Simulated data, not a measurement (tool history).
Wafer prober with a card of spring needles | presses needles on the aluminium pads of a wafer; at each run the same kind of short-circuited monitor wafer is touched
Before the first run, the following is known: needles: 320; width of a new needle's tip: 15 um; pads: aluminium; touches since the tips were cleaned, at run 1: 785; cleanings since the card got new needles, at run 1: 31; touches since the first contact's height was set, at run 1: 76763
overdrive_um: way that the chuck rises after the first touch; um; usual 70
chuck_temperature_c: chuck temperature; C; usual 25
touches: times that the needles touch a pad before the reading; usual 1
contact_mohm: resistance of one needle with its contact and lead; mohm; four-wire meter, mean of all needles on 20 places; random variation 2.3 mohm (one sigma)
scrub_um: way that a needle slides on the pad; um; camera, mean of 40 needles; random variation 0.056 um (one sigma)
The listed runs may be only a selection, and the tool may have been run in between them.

run	hour	overdrive_um	chuck_temperature_c	touches	touches since the tips were cleaned	cleanings since the card got new needles	touches since the first contact's height was set	contact_mohm	scrub_um
1	0	70	25	1	785	31	76763	290	13.25
# hour 17.1: tips cleaned on abrasive film
2	25.2	70	25	1	3732	32	88260	306	13.25
# hour 36.6: tips cleaned on abrasive film
3	41.2	70	25	1	2114	33	95524	302	13.29
# hour 55.5: tips cleaned on abrasive film
4	58.9	70	25	1	1532	34	103533	287	13.22
# hour 74.9: tips cleaned on abrasive film
5	81.6	70	25	1	3055	35	113895	300	13.21
# hour 95.4: tips cleaned on abrasive film
6	96.8	70	25	1	678	36	120809	285	13.17
7	110.8	70	25	1	7076	36	127207	311	13.24
# hour 115.5: tips cleaned on abrasive film
# hour 134.6: tips cleaned on abrasive film
8	138.5	70	25	1	1772	38	139760	292	13.04
# hour 153.5: tips cleaned on abrasive film
9	155.5	70	25	1	894	39	147482	285	13.17
# hour 172.8: tips cleaned on abrasive film
10	175.2	70	25	1	1075	40	156438	288	13.07
# hour 193.2: tips cleaned on abrasive film
11	196.2	70	101	1	1352	41	165999	310	13.07
# hour 213.6: tips cleaned on abrasive film
12	224.1	70	25	1	4833	42	178744	312	13.05
# hour 234.1: tips cleaned on abrasive film
13	249.1	70	25	1	6879	43	190113	314	13
# hour 255.3: tips cleaned on abrasive film
14	265.1	70	25	1	4479	44	197368	318	13.02
# hour 275.5: tips cleaned on abrasive film
# hour 290: height of the first contact set anew
15	290.4	70	25	1	6671	45	210	319	13.44
# hour 294.7: tips cleaned on abrasive film
16	313.1	70	25	1	8388	46	10523	308	13.38
# hour 315.9: tips cleaned on abrasive film
17	325.4	70	63	1	4320	47	16110	322	13.4
# hour 334.8: tips cleaned on abrasive film
18	348.9	70	63	1	6452	48	26802	323	13.37
# hour 353.8: tips cleaned on abrasive film
# hour 374.3: tips cleaned on abrasive film
19	376	70	63	1	778	50	39112	294	13.36
# hour 393.6: tips cleaned on abrasive film
20	404.3	70	68	2	4905	51	52017	301	13.39
# hour 413.9: tips cleaned on abrasive film
21	422.9	70	68	2	4130	52	60475	303	13.27
# hour 435: tips cleaned on abrasive film
22	444.6	70	81	1	4385	53	70322	329	13.31
# hour 453.9: tips cleaned on abrasive film
23	458	69	124	2	1883	54	76430	308	12.96
# hour 473: tips cleaned on abrasive film
24	487	70	105	2	6404	55	89648	311	13.31
# hour 491.7: tips cleaned on abrasive film
25	508	70	65	1	7469	56	99196	325	13.21
# hour 511.4: tips cleaned on abrasive film
# hour 532.1: tips cleaned on abrasive film
26	534.5	58	60	1	1057	58	111195	311	10.92
# hour 551.7: tips cleaned on abrasive film
27	560.6	58	60	1	4076	59	123123	337	10.89
# hour 571.8: tips cleaned on abrasive film
28	586.6	60	74	1	6800	60	134958	340	11.26
# hour 591.3: tips cleaned on abrasive film
29	603.8	53	50	1	5732	61	142764	357	9.87
# hour 611.5: tips cleaned on abrasive film
30	629.4	80	50	1	8199	62	154429	309	14.88
# hour 631.3: tips cleaned on abrasive film
# hour 650: tips cleaned on abrasive film
31	658.2	61	26	3	3775	64	167507	284	11.35
# hour 668.7: tips cleaned on abrasive film
32	683.5	54	80	3	6777	65	179029	311	9.97

Below, each run's measurement less what the same run would have read without the hidden state. Both values contain the same run-to-run variation, but the gauge's scatter may not be the same in both:
The tool's hidden condition here consists of: debris on the tips, nm; way that the needles fall short of the set height, um; tips' diameter, um; drift of the gauge itself on contact_mohm, %; drift of the gauge itself on scrub_um, %.
run	contact_mohm	scrub_um
1	+23	-0.14
2	+44	-0.16
3	+37	-0.18
4	+31	-0.19
5	+42	-0.21
6	+20	-0.22
7	+51	-0.22
8	+30	-0.25
9	+21	-0.27
10	+23	-0.29
11	+27	-0.3
12	+50	-0.31
13	+53	-0.33
14	+51	-0.34
15	+53	+0
16	+51	-0.01
17	+45	-0.03
18	+50	-0.04
19	+23	-0.07
20	+28	-0.09
21	+29	-0.1
22	+48	-0.12
23	+21	-0.13
24	+29	-0.15
25	+51	-0.16
26	+36	-0.19
27	+65	-0.21
28	+66	-0.22
29	+84	-0.24
30	+43	-0.25
31	+23	-0.28
32	+31	-0.29
